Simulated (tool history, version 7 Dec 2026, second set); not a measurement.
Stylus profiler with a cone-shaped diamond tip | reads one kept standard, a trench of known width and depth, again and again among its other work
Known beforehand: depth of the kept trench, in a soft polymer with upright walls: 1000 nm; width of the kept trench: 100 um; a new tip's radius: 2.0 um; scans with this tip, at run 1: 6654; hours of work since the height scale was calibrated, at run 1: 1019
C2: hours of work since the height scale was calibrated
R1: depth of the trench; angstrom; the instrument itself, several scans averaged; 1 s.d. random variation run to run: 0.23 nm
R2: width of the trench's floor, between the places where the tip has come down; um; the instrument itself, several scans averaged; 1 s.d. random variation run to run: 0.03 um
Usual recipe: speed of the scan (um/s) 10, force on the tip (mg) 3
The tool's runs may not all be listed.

Run 1, day 0: usual settings; scans with this tip 6654; C2 1019. Result: R1 10140.6 angstrom, R2 96.17 um.
Run 2, day 1.392: usual settings but speed of the scan (um/s) 22; scans with this tip 6781; C2 1039. Result: R1 10134.7 angstrom, R2 96.09 um.
Run 3, day 2.933: usual settings but speed of the scan (um/s) 33; scans with this tip 6921; C2 1060. Result: R1 10140.6 angstrom, R2 96.05 um.
Run 4, day 4.246: usual settings but speed of the scan (um/s) 20; scans with this tip 7040; C2 1078. Result: R1 10139.1 angstrom, R2 96.17 um.
Run 5, day 5.325: usual settings but speed of the scan (um/s) 20; scans with this tip 7138; C2 1093. Result: R1 10139.2 angstrom, R2 96.1 um.
Run 6, day 6.45: usual settings but speed of the scan (um/s) 20; scans with this tip 7240; C2 1109. Result: R1 10142 angstrom, R2 96.1 um.
Run 7, day 7.875: usual settings but speed of the scan (um/s) 20; scans with this tip 7370; C2 1129. Result: R1 10145.4 angstrom, R2 96.12 um.
Run 8, day 9.088: usual settings but speed of the scan (um/s) 20, force on the tip (mg) 1.32; scans with this tip 7480; C2 1146. Result: R1 10095.8 angstrom, R2 95.98 um.
Run 9, day 9.946: usual settings but speed of the scan (um/s) 20, force on the tip (mg) 1.32; scans with this tip 7558; C2 1158. Result: R1 10101.9 angstrom, R2 96.03 um.
Run 10, day 11.383: usual settings but speed of the scan (um/s) 20, force on the tip (mg) 1.32; scans with this tip 7689; C2 1178. Result: R1 10102.8 angstrom, R2 96.01 um.
Run 11, day 12.967: usual settings but speed of the scan (um/s) 20, force on the tip (mg) 1.32; scans with this tip 7832; C2 1200. Result: R1 10102 angstrom, R2 96.07 um.
Run 12, day 14.104: usual settings but speed of the scan (um/s) 25; scans with this tip 7936; C2 1215. Result: R1 10144 angstrom, R2 96.1 um.
Run 13, day 15.912: usual settings but speed of the scan (um/s) 25; scans with this tip 8100; C2 1241. Result: R1 10145.8 angstrom, R2 96.07 um.
Run 14, day 17.638: usual settings but speed of the scan (um/s) 25, force on the tip (mg) 8.08; scans with this tip 8257; C2 1265. Result: R1 10246.9 angstrom, R2 96.08 um.
Run 15, day 18.642: usual settings but speed of the scan (um/s) 25, force on the tip (mg) 8.08; scans with this tip 8348; C2 1279. Result: R1 10242.8 angstrom, R2 96.07 um.
Run 16, day 20.4: usual settings; scans with this tip 8507; C2 1303. Result: R1 10148.5 angstrom, R2 96.11 um.
Run 17, day 21.504: usual settings; scans with this tip 8608; C2 1318. Result: R1 10147.7 angstrom, R2 96.12 um.
Run 18, day 22.979: usual settings; scans with this tip 8742; C2 1339. Result: R1 10151 angstrom, R2 96.03 um.
Run 19, day 24.288: usual settings but force on the tip (mg) 3.81; scans with this tip 8860; C2 1357. Result: R1 10168.8 angstrom, R2 96.1 um.
Run 20, day 26.117: usual settings but force on the tip (mg) 3.81; scans with this tip 9027; C2 1382. Result: R1 10174.9 angstrom, R2 96.06 um.
Run 21, day 27.038: usual settings; scans with this tip 9110; C2 1395. Result: R1 10152.1 angstrom, R2 96.13 um.
Run 22, day 28.488: usual settings but speed of the scan (um/s) 3; scans with this tip 9242; C2 1415. Result: R1 10154.4 angstrom, R2 96.1 um.
Run 23, day 30.092: usual settings but speed of the scan (um/s) 3; scans with this tip 9388; C2 1438. Result: R1 10154.9 angstrom, R2 96.05 um.
Run 24, day 31.279: usual settings but speed of the scan (um/s) 3; scans with this tip 9496; C2 1454. Result: R1 10155.3 angstrom, R2 96.08 um.
Run 25, day 32.4: usual settings but speed of the scan (um/s) 18, force on the tip (mg) 7.27; scans with this tip 9598; C2 1470. Result: R1 10237.2 angstrom, R2 96 um.
Run 26, day 33.654: usual settings but speed of the scan (um/s) 11, force on the tip (mg) 4.74; scans with this tip 9712; C2 1487. Result: R1 10189.3 angstrom, R2 96.04 um.
Run 27, day 35.092: usual settings but speed of the scan (um/s) 29, force on the tip (mg) 4.74; scans with this tip 9842; C2 1507. Result: R1 10195 angstrom, R2 95.97 um.
Run 28, day 37.046: usual settings but speed of the scan (um/s) 29, force on the tip (mg) 2.47; scans with this tip 10019; C2 1535. Result: R1 10141.5 angstrom, R2 96.01 um.
Run 29, day 38.521: usual settings but speed of the scan (um/s) 21, force on the tip (mg) 5.45; scans with this tip 10154; C2 1555. Result: R1 10211.3 angstrom, R2 96.02 um.
Run 30, day 39.65: usual settings but speed of the scan (um/s) 21, force on the tip (mg) 5.45; scans with this tip 10256; C2 1571. Result: R1 10210.4 angstrom, R2 96.04 um.
Run 31, day 40.867: usual settings but speed of the scan (um/s) 6, force on the tip (mg) 2.47; scans with this tip 10367; C2 1588. Result: R1 10146 angstrom, R2 95.99 um.
Run 32, day 42.029: usual settings but speed of the scan (um/s) 33, force on the tip (mg) 8.03; scans with this tip 10472; C2 1604. Result: R1 10257.4 angstrom, R2 95.91 um.
Run 33, day 42.9: usual settings but speed of the scan (um/s) 33, force on the tip (mg) 8.03; scans with this tip 10551; C2 1616. Result: R1 10258.2 angstrom, R2 96.01 um.
Run 34, day 44.375: usual settings but speed of the scan (um/s) 6, force on the tip (mg) 8.17; scans with this tip 10685; C2 1637. Result: R1 10259.7 angstrom, R2 96.08 um.
Run 35, day 45.208: usual settings but speed of the scan (um/s) 2, force on the tip (mg) 1.54; scans with this tip 10761; C2 1648. Result: R1 10128.6 angstrom, R2 95.99 um.
Run 36, day 46.983: usual settings but speed of the scan (um/s) 3, force on the tip (mg) 3.96; scans with this tip 10922; C2 1673. Result: R1 10182 angstrom, R2 96.01 um.
Run 37, day 48.938: usual settings but force on the tip (mg) 1.1; scans with this tip 11100; C2 1700. Result: R1 10114.9 angstrom, R2 95.98 um.
Run 38, day 50.1: usual settings but force on the tip (mg) 1.1; scans with this tip 11205; C2 1716. Result: R1 10114.1 angstrom, R2 95.98 um.
Run 39, day 52.038: usual settings but force on the tip (mg) 1.1; scans with this tip 11381; C2 1743. Result: R1 10115.8 angstrom, R2 95.94 um.
Run 40, day 53.025: usual settings but speed of the scan (um/s) 35, force on the tip (mg) 5.23; scans with this tip 11471; C2 1757. Result: R1 10215.5 angstrom, R2 95.88 um.
Run 41, day 54.029: usual settings but speed of the scan (um/s) 27, force on the tip (mg) 8.7; scans with this tip 11562; C2 1771. Result: R1 10275.1 angstrom, R2 95.92 um.
Run 42, day 55.888: usual settings but speed of the scan (um/s) 4, force on the tip (mg) 2.42; scans with this tip 11731; C2 1797. Result: R1 10158.7 angstrom, R2 95.93 um.
Run 43, day 56.762: usual settings but force on the tip (mg) 1.84; scans with this tip 11810; C2 1809. Result: R1 10137.8 angstrom, R2 95.97 um.
Run 44, day 58.596: usual settings but speed of the scan (um/s) 21, force on the tip (mg) 3.13; scans with this tip 11977; C2 1834. Result: R1 10171.5 angstrom, R2 95.94 um.
Run 45, day 59.629: usual settings but speed of the scan (um/s) 2, force on the tip (mg) 2.02; scans with this tip 12071; C2 1849. Result: R1 10148.6 angstrom, R2 96 um.
Run 46, day 61.362: usual settings but speed of the scan (um/s) 2, force on the tip (mg) 4.21; scans with this tip 12228; C2 1873. Result: R1 10200.7 angstrom, R2 95.93 um.
Run 47, day 62.429: usual settings; scans with this tip 12325; C2 1888. Result: R1 10168.1 angstrom, R2 95.96 um.

How would selected steps in R1 from run to run divide? Give the signed amount a tool lacking its hidden state would still show from settings, what came in and random variation, and the signed amount left for the hidden state, including any gauge scatter that is not in both of the compared results.
What the log doesn't record here: radius of the tip, um; height scale over the true one, %; drift of the gauge itself on depth_nm, %; drift of the gauge itself on floor_um, %.
Run 13 -> 14: force on the tip (mg) 3 -> 8.08. R1 +101.1 angstrom: hidden state +1.5, all else +99.6.
Run 28 -> 29: speed of the scan (um/s) 29 -> 21, force on the tip (mg) 2.47 -> 5.45. R1 +69.8 angstrom: hidden state +1.3, all else +68.5.
Run 31 -> 32: speed of the scan (um/s) 6 -> 33, force on the tip (mg) 2.47 -> 8.03. R1 +111.4 angstrom: hidden state +1.3, all else +110.1.
Run 34 -> 35: speed of the scan (um/s) 6 -> 2, force on the tip (mg) 8.17 -> 1.54. R1 -131.1 angstrom: hidden state -0.3, all else -130.8.
Run 41 -> 42: speed of the scan (um/s) 27 -> 4, force on the tip (mg) 8.7 -> 2.42. R1 -116.4 angstrom: hidden state +0.2, all else -116.6.

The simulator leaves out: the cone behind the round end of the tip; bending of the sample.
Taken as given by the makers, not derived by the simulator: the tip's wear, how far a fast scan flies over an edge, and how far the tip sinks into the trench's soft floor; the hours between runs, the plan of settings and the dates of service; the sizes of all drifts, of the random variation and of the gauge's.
